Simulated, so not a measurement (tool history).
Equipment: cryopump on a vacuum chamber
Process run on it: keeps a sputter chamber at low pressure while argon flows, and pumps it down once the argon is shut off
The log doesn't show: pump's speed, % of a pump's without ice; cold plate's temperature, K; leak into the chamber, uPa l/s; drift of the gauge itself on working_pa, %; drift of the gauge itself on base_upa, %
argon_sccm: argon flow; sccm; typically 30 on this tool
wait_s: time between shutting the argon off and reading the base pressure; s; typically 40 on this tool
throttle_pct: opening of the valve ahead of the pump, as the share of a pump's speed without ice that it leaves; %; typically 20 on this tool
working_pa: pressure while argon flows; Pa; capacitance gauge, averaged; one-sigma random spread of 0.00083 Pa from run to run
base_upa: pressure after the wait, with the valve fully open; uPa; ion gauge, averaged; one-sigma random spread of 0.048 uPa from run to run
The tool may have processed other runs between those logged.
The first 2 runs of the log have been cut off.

run   hour  argon_sccm  wait_s  throttle_pct  hours of work since the pump was warmed up and emptied  hours of work since the cold head was overhauled  hours of work since the chamber's fittings were tightened  working_pa  base_upa
  3   28.9          26      40            20                                                     332                                               332                                                       1169      0.2100      3.28
  4   44.5          26      40            20                                                     340                                               340                                                       1177      0.2100      3.13
  5   59.2          26      40            20                                                     347                                               347                                                       1184      0.2098      3.27
  6   75.7          26      40            20                                                     356                                               356                                                       1193      0.2109      3.14
  7   91.9          26      40            20                                                     364                                               364                                                       1201      0.2099      3.09
  8  110.1          26      40            17                                                     373                                               373                                                       1210      0.2479      3.23
  9  123.7          26      40            17                                                     380                                               380                                                       1217      0.2465      3.20
 10  135.8          26      40            17                                                     386                                               386                                                       1223      0.2475      3.30
 11  153.8          29      40            20                                                     396                                               396                                                       1233      0.2349      3.22
 12  165.0          29      40            20                                                     401                                               401                                                       1238      0.2351      3.23
 13  174.0          30      40            44                                                     406                                               406                                                       1243      0.1121      3.10
 14  184.4          30      40            20                                                     411                                               411                                                       1248      0.2415      3.23
 15  193.1          30      40            20                                                     416                                               416                                                       1253      0.2427      3.28
 16  201.5          30      92            20                                                     420                                               420                                                       1257      0.2418      1.74
 17  221.0          30      92            20                                                     430                                               430                                                       1267      0.2414      1.71
 18  231.3          29      92            42                                                     435                                               435                                                       1272      0.1142      1.71

The next listed run, before its measurement:
 19  243.5          32      34            16                                                     441                                               441                                                       1279           ?         ?

working_pa: 0.3214 Pa
base_upa: 3.65 uPa
Were there no unlogged condition in the tool, this run, its random variation unchanged, would have produced working_pa 0.3170 Pa, base_upa 3.32 uPa.
